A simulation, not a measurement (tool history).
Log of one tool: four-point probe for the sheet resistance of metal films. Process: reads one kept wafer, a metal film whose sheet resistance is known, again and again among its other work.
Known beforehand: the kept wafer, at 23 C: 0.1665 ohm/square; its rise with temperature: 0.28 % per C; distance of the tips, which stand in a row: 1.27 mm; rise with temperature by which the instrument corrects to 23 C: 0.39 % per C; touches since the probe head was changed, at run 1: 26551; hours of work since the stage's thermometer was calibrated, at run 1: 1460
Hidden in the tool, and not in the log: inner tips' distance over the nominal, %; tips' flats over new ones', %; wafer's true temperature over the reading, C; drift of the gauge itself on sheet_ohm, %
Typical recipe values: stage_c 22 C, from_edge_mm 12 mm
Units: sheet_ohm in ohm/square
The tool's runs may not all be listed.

| run | hour | stage_c | from_edge_mm | touches since the probe head was changed | hours of work since the stage's thermometer was calibrated | sheet_ohm |
|---|---|---|---|---|---|---|
| 1 | 0.0 | 22 | 12 | 26551 | 1460 | 0.166057 |
| 2 | 20.4 | 22 | 12 | 27082 | 1476 | 0.166080 |
| 3 | 48.3 | 22 | 12 | 27810 | 1498 | 0.166118 |
| 4 | 65.8 | 22 | 12 | 28264 | 1511 | 0.166065 |
| 5 | 82.0 | 22 | 12 | 28686 | 1524 | 0.166042 |
| 6 | 94.7 | 22 | 12 | 29017 | 1534 | 0.166027 |
| 7 | 112.2 | 22 | 12 | 29473 | 1547 | 0.166040 |
| 8 | 140.2 | 22 | 8 | 30203 | 1569 | 0.167257 |
| 9 | 166.4 | 22 | 8 | 30886 | 1589 | 0.167250 |
| 10 | 182.1 | 22 | 9 | 31293 | 1602 | 0.166777 |
| 11 | 208.8 | 22 | 71 | 31990 | 1622 | 0.165024 |
| 12 | 236.3 | 22 | 12 | 32707 | 1644 | 0.166035 |
| 13 | 258.9 | 22 | 12 | 33296 | 1661 | 0.165951 |
| 14 | 285.4 | 22 | 12 | 33984 | 1682 | 0.165989 |
| 15 | 299.9 | 22 | 12 | 34362 | 1693 | 0.165995 |
| 16 | 321.1 | 22 | 12 | 34914 | 1710 | 0.165906 |
| 17 | 334.0 | 29 | 12 | 35252 | 1720 | 0.164749 |
| 18 | 360.4 | 27 | 12 | 35939 | 1740 | 0.165068 |
| 19 | 375.8 | 27 | 12 | 36341 | 1752 | 0.165075 |
| 20 | 398.3 | 22 | 12 | 36928 | 1770 | 0.165871 |
| 21 | 415.7 | 22 | 3 | 37379 | 1783 | 0.179301 |
| 22 | 432.1 | 22 | 3 | 37807 | 1796 | 0.179214 |
| 23 | 458.5 | 28 | 12 | 38495 | 1817 | 0.164850 |
| 24 | 471.9 | 25 | 15 | 38843 | 1827 | 0.164978 |
| 25 | 492.2 | 25 | 15 | 39373 | 1843 | 0.164938 |
| 26 | 513.9 | 25 | 15 | 39937 | 1860 | 0.164920 |
|  | 516.8 | stage's thermometer calibrated |
| 27 | 536.3 | 22 | 19 | 40509 | 15 | 0.165317 |
| 28 | 557.0 | 22 | 19 | 41047 | 31 | 0.165197 |
| 29 | 574.4 | 21 | 50 | 41501 | 45 | 0.165091 |
| 30 | 589.1 | 21 | 50 | 41885 | 56 | 0.165034 |
| 31 | 604.3 | 31 | 15 | 42281 | 68 | 0.163920 |
| 32 | 618.9 | 27 | 18 | 42659 | 79 | 0.164427 |
| 33 | 645.5 | 22 | 6 | 43353 | 100 | 0.168655 |
|  | 664.1 | stage's thermometer calibrated, once more |
| 34 | 672.9 | 22 | 6 | 44054 | 7 | 0.168337 |
| 35 | 698.3 | 22 | 5 | 44715 | 27 | 0.169983 |
| 36 | 719.2 | 22 | 11 | 45259 | 43 | 0.165633 |
| 37 | 742.7 | 23 | 25 | 45871 | 61 | 0.164468 |
| 38 | 769.7 | 23 | 25 | 46576 | 82 | 0.164487 |
| 39 | 788.8 | 23 | 25 | 47075 | 97 | 0.164514 |
| 40 | 804.2 | 24 | 12 | 47475 | 109 | 0.165029 |
| 41 | 828.4 | 21 | 9 | 48105 | 128 | 0.166299 |
| 42 | 850.2 | 33 | 10 | 48673 | 145 | 0.163910 |
| 43 | 861.9 | 33 | 10 | 48977 | 154 | 0.163979 |
| 44 | 879.3 | 33 | 10 | 49431 | 167 | 0.163978 |
| 45 | 899.4 | 33 | 10 | 49954 | 183 | 0.163912 |

Branching from run 45: 4 alternative next runs. What would each branch give?
| A | 912.5 | 21 | 10 | 50297 | 193 | ? |
| B | 912.5 | 22 | 10 | 50297 | 193 | ? |
| C | 912.5 | 28 | 10 | 50297 | 193 | ? |
| D | 912.5 | 25 | 10 | 50297 | 193 | ? |

| run | sheet_ohm |
|---|---|
| A | 0.165920 |
| B | 0.165764 |
| C | 0.164779 |
| D | 0.165232 |
The same runs, with their run-to-run variation unchanged, on a tool lacking any hidden condition would have given:
| run | sheet_ohm |
|---|---|
| A | 0.168271 |
| B | 0.168112 |
| C | 0.167113 |
| D | 0.167573 |
